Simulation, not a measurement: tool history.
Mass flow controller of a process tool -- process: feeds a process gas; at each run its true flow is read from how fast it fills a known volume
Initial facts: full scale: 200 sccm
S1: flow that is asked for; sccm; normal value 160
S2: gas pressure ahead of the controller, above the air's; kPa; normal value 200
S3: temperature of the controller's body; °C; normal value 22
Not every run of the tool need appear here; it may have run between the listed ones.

run 1 hour=0.0 | S1=160 S2=200 S3=22 | true_flow_(%)=99.93
run 2 hour=288.6 | S1=160 S2=200 S3=22 | true_flow_(%)=100.16
run 3 hour=497.7 | S1=160 S2=200 S3=22 | true_flow_(%)=100.16
run 4 hour=660.4 | S1=23 S2=200 S3=22 | true_flow_(%)=99.30
run 5 hour=890.6 | S1=23 S2=200 S3=22 | true_flow_(%)=99.39
run 6 hour=1098.7 | S1=23 S2=200 S3=22 | true_flow_(%)=99.40
run 7 hour=1229.2 | S1=23 S2=200 S3=22 | true_flow_(%)=99.48
run 8 hour=1374.8 | S1=23 S2=200 S3=22 | true_flow_(%)=99.52
run 9 hour=1574.9 | S1=176 S2=200 S3=22 | true_flow_(%)=100.76
run 10 hour=1873.0 | S1=176 S2=185 S3=22 | true_flow_(%)=100.76
run 11 hour=2027.6 | S1=160 S2=166 S3=22 | true_flow_(%)=100.83
run 12 hour=2318.4 | S1=198 S2=200 S3=22 | true_flow_(%)=101.07
run 13 hour=2513.4 | S1=198 S2=200 S3=22 | true_flow_(%)=101.17
run 14 hour=2738.6 | S1=160 S2=240 S3=22 | true_flow_(%)=101.12
run 15 hour=2865.2 | S1=160 S2=240 S3=22 | true_flow_(%)=101.00
run 16 hour=3179.2 | S1=160 S2=240 S3=22 | true_flow_(%)=101.16
run 17 hour=3313.6 | S1=160 S2=240 S3=22 | true_flow_(%)=101.14
run 18 hour=3520.9 | S1=160 S2=240 S3=22 | true_flow_(%)=101.37
run 19 hour=3655.8 | S1=160 S2=200 S3=22 | true_flow_(%)=101.49
run 20 hour=3896.9 | S1=160 S2=200 S3=22 | true_flow_(%)=101.59
run 21 hour=4171.6 | S1=160 S2=200 S3=22 | true_flow_(%)=101.54
run 22 hour=4439.7 | S1=160 S2=200 S3=22 | true_flow_(%)=101.69
run 23 hour=4684.2 | S1=72 S2=179 S3=22 | true_flow_(%)=101.32
run 24 hour=4830.6 | S1=45 S2=142 S3=25 | true_flow_(%)=101.06
run 25 hour=5094.6 | S1=45 S2=142 S3=25 | true_flow_(%)=101.07
run 26 hour=5239.0 | S1=28 S2=230 S3=36 | true_flow_(%)=100.14
run 27 hour=5474.1 | S1=160 S2=200 S3=24 | true_flow_(%)=102.00
run 28 hour=5629.7 | S1=160 S2=200 S3=24 | true_flow_(%)=101.99
run 29 hour=5848.5 | S1=160 S2=200 S3=24 | true_flow_(%)=102.21
run 30 hour=6137.0 | S1=116 S2=185 S3=28 | true_flow_(%)=101.79
run 31 hour=6413.5 | S1=160 S2=256 S3=36 | true_flow_(%)=101.42
run 32 hour=6643.3 | S1=54 S2=191 S3=33 | true_flow_(%)=101.14
run 33 hour=6807.2 | S1=21 S2=200 S3=22 | true_flow_(%)=101.71
run 34 hour=7085.0 | S1=21 S2=200 S3=22 | true_flow_(%)=101.84
-- hour=7105.3 controller exchanged for a calibrated one
run 35 hour=7268.8 | S1=137 S2=200 S3=22 | true_flow_(%)=102.67
run 36 hour=7399.6 | S1=52 S2=178 S3=40 | true_flow_(%)=100.95
-- hour=7444.5 gauge calibrated
run 37 hour=7678.6 | S1=74 S2=226 S3=24 | true_flow_(%)=99.40
run 38 hour=7947.9 | S1=22 S2=213 S3=36 | true_flow_(%)=98.18
run 39 hour=8244.4 | S1=133 S2=200 S3=22 | true_flow_(%)=100.09
run 40 hour=8415.8 | S1=133 S2=200 S3=22 | true_flow_(%)=100.08
run 41 hour=8582.0 | S1=133 S2=200 S3=22 | true_flow_(%)=100.23
run 42 hour=8712.2 | S1=27 S2=200 S3=22 | true_flow_(%)=99.64
run 43 hour=8859.6 | S1=75 S2=150 S3=24 | true_flow_(%)=99.94
run 44 hour=9047.8 | S1=44 S2=200 S3=22 | true_flow_(%)=99.77

Below are 3 alternative next runs, each starting from the tool's condition after run 44. Predict each:
run A hour=9357.9 | S1=53 S2=200 S3=22 | true_flow_(%)=?
run B hour=9357.9 | S1=112 S2=163 S3=22 | true_flow_(%)=?
run C hour=9357.9 | S1=44 S2=193 S3=36 | true_flow_(%)=?

run=A true_flow_(%)=100.00
run=B true_flow_(%)=100.53
run=C true_flow_(%)=98.99
Stripped of hidden state, with their random variation kept, the same runs would have yielded:
run=A true_flow_(%)=99.25
run=B true_flow_(%)=99.77
run=C true_flow_(%)=98.24

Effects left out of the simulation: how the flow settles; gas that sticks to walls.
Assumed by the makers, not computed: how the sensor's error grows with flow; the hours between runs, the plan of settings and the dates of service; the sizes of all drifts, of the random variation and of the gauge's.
